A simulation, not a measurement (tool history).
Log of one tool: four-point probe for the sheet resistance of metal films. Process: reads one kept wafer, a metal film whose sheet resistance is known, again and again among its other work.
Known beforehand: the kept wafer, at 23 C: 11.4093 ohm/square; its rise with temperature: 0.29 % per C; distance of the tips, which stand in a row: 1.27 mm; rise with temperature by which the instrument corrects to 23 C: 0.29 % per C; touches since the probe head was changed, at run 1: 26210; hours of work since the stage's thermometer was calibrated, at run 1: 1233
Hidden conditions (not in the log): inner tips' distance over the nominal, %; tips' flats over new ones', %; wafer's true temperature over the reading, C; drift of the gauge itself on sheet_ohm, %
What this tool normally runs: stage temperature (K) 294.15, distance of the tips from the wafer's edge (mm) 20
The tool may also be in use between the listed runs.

run	hour	stage temperature (K)	distance of the tips from the wafer's edge (mm)	touches since the probe head was changed	hours of work since the stage's thermometer was calibrated	sheet resistance as the instrument gives it (ohm/square)
1	0.0	294.15	20	26210	1233	11.474719
# hour 14.7: stage's thermometer calibrated
2	49.4	294.15	20	26732	17	11.465225
3	104.7	294.15	20	27322	45	11.465007
4	192.5	294.15	20	28258	89	11.462501
5	282.6	294.15	20	29219	134	11.463566
6	357.9	294.15	23	30022	172	11.460448
# hour 369.5: stage's thermometer calibrated, once more
7	408.2	292.15	20	30552	19	11.482725
8	472.6	292.15	20	31239	52	11.484951
9	532.2	292.15	20	31874	82	11.485198
10	626.3	294.15	20	32878	129	11.489052
11	684.0	294.15	20	33494	158	11.484043
12	775.6	303.15	20	34471	204	11.484246
13	834.8	304.15	20	35102	233	11.487093
14	925.9	304.15	20	36074	279	11.489682
15	1015.9	304.15	20	37033	324	11.489609
16	1119.3	304.15	20	38135	376	11.487528
17	1166.3	304.15	20	38636	400	11.491221
18	1245.3	297.15	70	39480	439	11.462682
19	1320.2	297.15	53	40278	477	11.465962
20	1421.8	297.15	53	41361	528	11.468780
21	1493.1	295.15	5	42121	563	11.846091
22	1554.2	295.15	5	42774	594	11.843527
23	1636.9	293.15	20	43655	636	11.487611
24	1712.9	293.15	20	44466	674	11.485018
25	1806.4	293.15	20	45462	721	11.488168
26	1865.8	308.15	45	46096	750	11.470701
27	1917.6	308.15	45	46649	776	11.475577
28	2009.8	297.15	11	47631	823	11.545539
29	2112.3	297.15	28	48725	874	11.475852
30	2181.9	302.15	45	49467	909	11.470844
31	2253.3	303.15	64	50228	945	11.464718
32	2309.2	303.15	64	50825	973	11.469512
33	2420.1	291.15	4	52007	1028	12.050244

Below are 5 alternative next runs, each starting from the tool's condition after run 33. Predict each:
A	2506.7	294.15	4	52930	1072	?
B	2506.7	308.15	54	52930	1072	?
C	2506.7	296.15	60	52930	1072	?
D	2506.7	301.15	11	52930	1072	?
E	2506.7	302.15	6	52930	1072	?

run	sheet resistance as the instrument gives it (ohm/square)
A	12.054886
B	11.472361
C	11.469839
D	11.551379
E	11.735013
Take away the tool's hidden state, keep each run's random variation, and the runs would have read:
run	sheet resistance as the instrument gives it (ohm/square)
A	11.997047
B	11.416436
C	11.414426
D	11.495395
E	11.678191

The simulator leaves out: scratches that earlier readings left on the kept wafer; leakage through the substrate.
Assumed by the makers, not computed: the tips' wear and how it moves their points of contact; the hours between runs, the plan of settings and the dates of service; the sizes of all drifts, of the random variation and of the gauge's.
